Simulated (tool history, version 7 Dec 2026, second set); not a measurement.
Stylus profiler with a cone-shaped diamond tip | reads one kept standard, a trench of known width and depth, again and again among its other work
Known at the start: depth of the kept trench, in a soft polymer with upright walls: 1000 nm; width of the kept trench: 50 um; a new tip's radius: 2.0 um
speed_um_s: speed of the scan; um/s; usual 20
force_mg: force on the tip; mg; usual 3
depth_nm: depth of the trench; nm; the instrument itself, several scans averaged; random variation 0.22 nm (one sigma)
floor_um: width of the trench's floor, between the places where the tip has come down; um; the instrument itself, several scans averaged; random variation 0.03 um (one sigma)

run     day  speed_um_s  force_mg  depth_nm  floor_um
  1       0          20         3    1007.5     46.23
  2   2.404          20         3   1007.16      46.2
  3   3.583          20      1.76   1005.25     46.15
  4   4.638          20      1.76    1005.4     46.18
      4.888  -- height scale calibrated on a step standard
  5   7.062          20      1.76   1005.72      46.1
  6   8.254          62      1.76   1005.36     45.91
  7  10.525          48      6.02   1011.51     46.09
  8  11.771           7      3.87   1008.83     46.17
  9  13.429          20      4.71   1009.66      46.1
 10  15.354          15         6   1012.08     46.08

Run 11 comes next. What will it give?
 11  16.958          15      4.69         ?         ?

Run 11 gave depth_nm 1010.03 nm, floor_um 46.1 um.
Without the tool's hidden state the same run would have given depth_nm 1008.89 nm, floor_um 46.5 um.
